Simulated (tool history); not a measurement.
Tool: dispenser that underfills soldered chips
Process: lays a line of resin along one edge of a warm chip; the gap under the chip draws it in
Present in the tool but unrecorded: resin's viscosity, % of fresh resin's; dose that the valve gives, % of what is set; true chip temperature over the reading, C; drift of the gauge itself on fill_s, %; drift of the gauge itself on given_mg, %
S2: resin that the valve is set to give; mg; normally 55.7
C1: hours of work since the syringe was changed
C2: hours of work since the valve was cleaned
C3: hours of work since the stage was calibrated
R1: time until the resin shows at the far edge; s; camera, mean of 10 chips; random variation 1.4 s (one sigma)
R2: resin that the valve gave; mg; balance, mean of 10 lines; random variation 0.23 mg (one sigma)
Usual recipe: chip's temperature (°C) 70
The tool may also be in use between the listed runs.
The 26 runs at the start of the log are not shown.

At hour 211.1: new syringe of resin.
Run 27, hour 211.1: usual settings but chip's temperature (°C) 56, S2 51.3 mg; C1 0; C2 43; C3 401. Result: R1 280.6 s, R2 49.61 mg.
At hour 219.6: new syringe of resin.
Run 28, hour 222.4: usual settings but chip's temperature (°C) 56, S2 51.3 mg; C1 2; C2 50; C3 409. Result: R1 325.2 s, R2 49.63 mg.
At hour 228.1: new syringe of resin.
Run 29, hour 233.2: usual settings but chip's temperature (°C) 56, S2 51.3 mg; C1 3; C2 57; C3 416. Result: R1 362.4 s, R2 49.41 mg.
At hour 236.6: new syringe of resin.
Run 30, hour 243.6: usual settings but S2 64.5 mg; C1 5; C2 64; C3 423. Result: R1 183.3 s, R2 61.25 mg.
At hour 245.1: new syringe of resin.
Run 31, hour 248.6: usual settings but chip's temperature (°C) 78, S2 58.0 mg; C1 2; C2 67; C3 426. Result: R1 100.2 s, R2 55.20 mg.
At hour 253.0: new syringe of resin.
At hour 256.6: dispensing valve cleaned and set on the balance.
Run 32, hour 258.1: usual settings but chip's temperature (°C) 80, S2 61.6 mg; C1 3; C2 1; C3 432. Result: R1 93.3 s, R2 61.59 mg.
At hour 262.2: new syringe of resin.
Run 33, hour 269.0: usual settings but chip's temperature (°C) 75; C1 5; C2 8; C3 439. Result: R1 138.0 s, R2 55.35 mg.
At hour 271.0: new syringe of resin.
Run 34, hour 276.2: usual settings but chip's temperature (°C) 75; C1 4; C2 13; C3 444. Result: R1 128.0 s, R2 55.04 mg.

Consider 3 possible next runs. They are alternatives, not a sequence: every one starts from the tool as it was left by run 34. What does each give?
At hour 279.7: new syringe of resin.
Run A, hour 285.5: usual settings but chip's temperature (°C) 60, S2 50.8 mg; C1 4; C2 19; C3 450. Result: R1 ?, R2 ?.
At hour 279.7: new syringe of resin.
Run B, hour 285.5: usual settings but chip's temperature (°C) 67, S2 60.7 mg; C1 4; C2 19; C3 450. Result: R1 ?, R2 ?.
At hour 279.7: new syringe of resin.
Run C, hour 285.5: usual settings but chip's temperature (°C) 63, S2 61.4 mg; C1 4; C2 19; C3 450. Result: R1 ?, R2 ?.

run     R1     R2
  A  300.1  49.72
  B  198.5  59.97
  C  249.1  60.65
With no hidden state in the tool, these same runs would have given:
run     R1     R2
  A  244.3  50.46
  B  161.2  60.87
  C  203.0  61.55
